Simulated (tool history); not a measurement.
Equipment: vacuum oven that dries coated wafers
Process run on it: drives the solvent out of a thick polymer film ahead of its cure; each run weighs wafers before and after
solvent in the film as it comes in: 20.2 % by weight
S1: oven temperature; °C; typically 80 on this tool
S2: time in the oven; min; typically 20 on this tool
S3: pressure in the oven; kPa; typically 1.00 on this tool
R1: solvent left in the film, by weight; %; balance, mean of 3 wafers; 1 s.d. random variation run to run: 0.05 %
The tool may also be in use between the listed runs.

| run | hour | S1 | S2 | S3 | R1 |
|---|---|---|---|---|---|
| 1 | 0.0 | 80 | 20 | 1.00 | 5.36 |
| 2 | 13.7 | 80 | 20 | 1.00 | 5.45 |
|  | 26.1 | oven's thermocouples calibrated |
| 3 | 26.6 | 80 | 20 | 2.68 | 6.30 |
| 4 | 32.7 | 80 | 20 | 1.00 | 4.96 |
| 5 | 42.4 | 80 | 20 | 1.00 | 5.06 |
| 6 | 53.3 | 80 | 20 | 1.08 | 4.96 |
| 7 | 63.3 | 80 | 20 | 3.17 | 6.75 |
| 8 | 74.5 | 80 | 20 | 3.17 | 6.78 |
| 9 | 88.3 | 81 | 20 | 1.00 | 4.55 |
| 10 | 94.8 | 81 | 20 | 1.00 | 4.59 |
| 11 | 105.2 | 80 | 20 | 1.00 | 4.97 |
| 12 | 111.6 | 80 | 20 | 1.00 | 4.95 |
| 13 | 122.2 | 80 | 20 | 1.00 | 5.03 |
| 14 | 134.6 | 80 | 20 | 1.00 | 5.00 |
| 15 | 145.9 | 80 | 20 | 1.90 | 5.70 |
| 16 | 158.3 | 80 | 20 | 1.90 | 5.79 |
| 17 | 166.1 | 80 | 16 | 1.90 | 6.85 |
| 18 | 172.9 | 80 | 20 | 0.51 | 4.59 |
| 19 | 181.6 | 80 | 20 | 0.51 | 4.62 |
| 20 | 195.7 | 80 | 20 | 0.51 | 4.66 |
| 21 | 204.5 | 80 | 20 | 0.51 | 4.62 |
| 22 | 212.9 | 70 | 20 | 0.51 | 8.41 |
| 23 | 226.6 | 80 | 20 | 1.80 | 5.76 |
| 24 | 239.6 | 80 | 20 | 1.00 | 4.99 |
| 25 | 247.5 | 94 | 25 | 2.62 | 1.92 |
| 26 | 258.7 | 94 | 25 | 2.62 | 1.95 |
| 27 | 267.8 | 80 | 20 | 2.52 | 6.38 |
| 28 | 277.4 | 76 | 35 | 3.70 | 6.53 |
| 29 | 285.3 | 76 | 35 | 3.70 | 6.60 |
| 30 | 292.2 | 79 | 24 | 1.00 | 4.52 |
| 31 | 298.2 | 95 | 24 | 1.11 | 1.06 |
| 32 | 310.6 | 92 | 26 | 1.40 | 1.51 |
| 33 | 317.1 | 80 | 36 | 1.00 | 2.43 |
| 34 | 331.4 | 80 | 12 | 1.02 | 8.00 |
| 35 | 339.3 | 82 | 20 | 2.76 | 5.84 |
| 36 | 352.5 | 74 | 29 | 2.01 | 6.46 |
| 37 | 365.0 | 74 | 29 | 2.01 | 6.40 |
| 38 | 371.3 | 90 | 12 | 0.77 | 4.35 |
| 39 | 381.6 | 87 | 20 | 1.79 | 3.44 |
| 40 | 389.7 | 87 | 20 | 1.79 | 3.43 |
| 41 | 398.9 | 83 | 20 | 1.79 | 4.79 |
| 42 | 408.7 | 83 | 12 | 1.79 | 7.59 |
| 43 | 418.5 | 83 | 12 | 1.79 | 7.49 |
| 44 | 429.1 | 91 | 16 | 0.53 | 2.48 |
| 45 | 436.9 | 84 | 20 | 2.14 | 4.69 |
| 46 | 448.9 | 91 | 26 | 0.86 | 1.26 |
| 47 | 463.1 | 83 | 26 | 0.86 | 2.81 |
| 48 | 476.5 | 75 | 24 | 0.86 | 5.99 |

Results per run with the tool's hidden condition removed, run-to-run variation unchanged:
The tool's hidden condition here consists of: true wafer temperature over the reading, C; true pressure over the reading, kPa; drift of the gauge itself on solvent_pct, %.
| run | R1 |
|---|---|
| 1 | 4.83 |
| 2 | 4.92 |
| 3 | 6.25 |
| 4 | 4.90 |
| 5 | 4.99 |
| 6 | 4.88 |
| 7 | 6.66 |
| 8 | 6.69 |
| 9 | 4.46 |
| 10 | 4.50 |
| 11 | 4.87 |
| 12 | 4.84 |
| 13 | 4.92 |
| 14 | 4.87 |
| 15 | 5.56 |
| 16 | 5.64 |
| 17 | 6.70 |
| 18 | 4.44 |
| 19 | 4.46 |
| 20 | 4.50 |
| 21 | 4.45 |
| 22 | 8.21 |
| 23 | 5.57 |
| 24 | 4.80 |
| 25 | 1.83 |
| 26 | 1.84 |
| 27 | 6.16 |
| 28 | 6.28 |
| 29 | 6.34 |
| 30 | 4.29 |
| 31 | 0.97 |
| 32 | 1.39 |
| 33 | 2.22 |
| 34 | 7.76 |
| 35 | 5.58 |
| 36 | 6.14 |
| 37 | 6.07 |
| 38 | 4.12 |
| 39 | 3.21 |
| 40 | 3.19 |
| 41 | 4.51 |
| 42 | 7.30 |
| 43 | 7.20 |
| 44 | 2.25 |
| 45 | 4.39 |
| 46 | 1.09 |
| 47 | 2.52 |
| 48 | 5.60 |

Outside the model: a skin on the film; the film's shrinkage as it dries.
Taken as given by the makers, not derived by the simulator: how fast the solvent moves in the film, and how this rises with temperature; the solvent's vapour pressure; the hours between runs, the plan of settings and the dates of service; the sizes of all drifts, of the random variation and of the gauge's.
